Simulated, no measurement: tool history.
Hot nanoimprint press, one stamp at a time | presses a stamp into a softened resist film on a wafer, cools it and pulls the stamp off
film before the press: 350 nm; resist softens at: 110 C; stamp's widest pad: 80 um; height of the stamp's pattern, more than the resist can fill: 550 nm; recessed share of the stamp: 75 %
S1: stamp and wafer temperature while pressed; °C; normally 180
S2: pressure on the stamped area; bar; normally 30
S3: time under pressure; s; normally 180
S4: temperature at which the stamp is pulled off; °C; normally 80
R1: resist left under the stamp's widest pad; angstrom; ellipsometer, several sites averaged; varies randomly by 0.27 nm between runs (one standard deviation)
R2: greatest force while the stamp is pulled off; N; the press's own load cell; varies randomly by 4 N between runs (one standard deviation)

{"run": 1, "day": 0.0, "S1": 180, "S2": 30, "S3": 180, "S4": 80, "R1": 1323, "R2": 202}
{"run": 2, "day": 0.396, "S1": 180, "S2": 30, "S3": 180, "S4": 80, "R1": 1318, "R2": 209}
{"run": 3, "day": 0.679, "S1": 180, "S2": 30, "S3": 180, "S4": 80, "R1": 1319, "R2": 203}
{"run": 4, "day": 0.867, "S1": 175, "S2": 30, "S3": 180, "S4": 80, "R1": 1586, "R2": 211}
{"run": 5, "day": 1.217, "S1": 185, "S2": 30, "S3": 180, "S4": 80, "R1": 1090, "R2": 224}
{"run": 6, "day": 1.621, "S1": 185, "S2": 30, "S3": 180, "S4": 80, "R1": 1098, "R2": 220}
{"run": 7, "day": 1.983, "S1": 185, "S2": 30, "S3": 180, "S4": 80, "R1": 1093, "R2": 220}
{"run": 8, "day": 2.262, "S1": 185, "S2": 30, "S3": 180, "S4": 80, "R1": 1093, "R2": 230}
{"run": 9, "day": 2.562, "S1": 180, "S2": 30, "S3": 180, "S4": 80, "R1": 1314, "R2": 222}
{"run": 10, "day": 2.883, "S1": 180, "S2": 30, "S3": 180, "S4": 80, "R1": 1310, "R2": 230}
{"run": 11, "day": 3.104, "S1": 180, "S2": 30, "S3": 180, "S4": 80, "R1": 1309, "R2": 232}
{"run": 12, "day": 3.288, "S1": 180, "S2": 30, "S3": 180, "S4": 80, "R1": 1307, "R2": 227}
{"run": 13, "day": 3.512, "S1": 180, "S2": 30, "S3": 194, "S4": 80, "R1": 1279, "R2": 239}
{"run": 14, "day": 3.8, "S1": 180, "S2": 30, "S3": 194, "S4": 80, "R1": 1270, "R2": 240}
{"run": 15, "day": 4.196, "S1": 180, "S2": 30.9, "S3": 194, "S4": 80, "R1": 1248, "R2": 239}
{"run": 16, "day": 4.412, "S1": 180, "S2": 30.9, "S3": 194, "S4": 80, "R1": 1247, "R2": 246}
{"run": 17, "day": 4.675, "S1": 180, "S2": 30, "S3": 180, "S4": 69, "R1": 1310, "R2": 308}
{"run": 18, "day": 5.054, "S1": 180, "S2": 30, "S3": 180, "S4": 69, "R1": 1306, "R2": 324}
{"run": 19, "day": 5.246, "S1": 180, "S2": 19.9, "S3": 154, "S4": 69, "R1": 1684, "R2": 334}
{"run": 20, "day": 5.458, "S1": 180, "S2": 30, "S3": 203, "S4": 80, "R1": 1243, "R2": 253}
{"run": 21, "day": 5.892, "S1": 171, "S2": 18.4, "S3": 180, "S4": 80, "R1": 2219, "R2": 269}
{"run": 22, "day": 6.275, "S1": 180, "S2": 21.6, "S3": 165, "S4": 80, "R1": 1580, "R2": 254}
{"run": 23, "day": 6.462, "S1": 180, "S2": 21.6, "S3": 165, "S4": 80, "R1": 1584, "R2": 263}
{"run": 24, "day": 6.796, "S1": 180, "S2": 21.6, "S3": 165, "S4": 80, "R1": 1577, "R2": 258}
{"run": 25, "day": 7.233, "S1": 174, "S2": 30, "S3": 283, "S4": 80, "R1": 1371, "R2": 264}
{"run": 26, "day": 7.633, "S1": 174, "S2": 30, "S3": 283, "S4": 80, "R1": 1373, "R2": 268}
{"run": 27, "day": 7.867, "S1": 174, "S2": 30, "S3": 283, "S4": 80, "R1": 1371, "R2": 273}
{"run": 28, "day": 8.233, "S1": 174, "S2": 30, "S3": 283, "S4": 80, "R1": 1367, "R2": 276}
{"run": 29, "day": 8.592, "S1": 180, "S2": 29.7, "S3": 283, "S4": 80, "R1": 1087, "R2": 269}
{"run": 30, "day": 8.908, "S1": 172, "S2": 20, "S3": 114, "S4": 77, "R1": 2356, "R2": 309}
{"run": 31, "day": 9.325, "S1": 170, "S2": 34.9, "S3": 308, "S4": 87, "R1": 1449, "R2": 229}

Below are 3 alternative next runs, each starting from the tool's condition after run 31. Predict each:
{"run": "A", "day": 9.712, "S1": 170, "S2": 21, "S3": 308, "S4": 74, "R1": "?", "R2": "?"}
{"run": "B", "day": 9.712, "S1": 180, "S2": 29.3, "S3": 151, "S4": 80, "R1": "?", "R2": "?"}
{"run": "C", "day": 9.712, "S1": 180, "S2": 42.3, "S3": 123, "S4": 81, "R1": "?", "R2": "?"}

run=A R1=1819 R2=357
run=B R1=1402 R2=300
run=C R1=1268 R2=290
Without the tool's unlogged condition, the same runs would have read:
run=A R1=1842 R2=237
run=B R1=1417 R2=200
run=C R1=1280 R2=193

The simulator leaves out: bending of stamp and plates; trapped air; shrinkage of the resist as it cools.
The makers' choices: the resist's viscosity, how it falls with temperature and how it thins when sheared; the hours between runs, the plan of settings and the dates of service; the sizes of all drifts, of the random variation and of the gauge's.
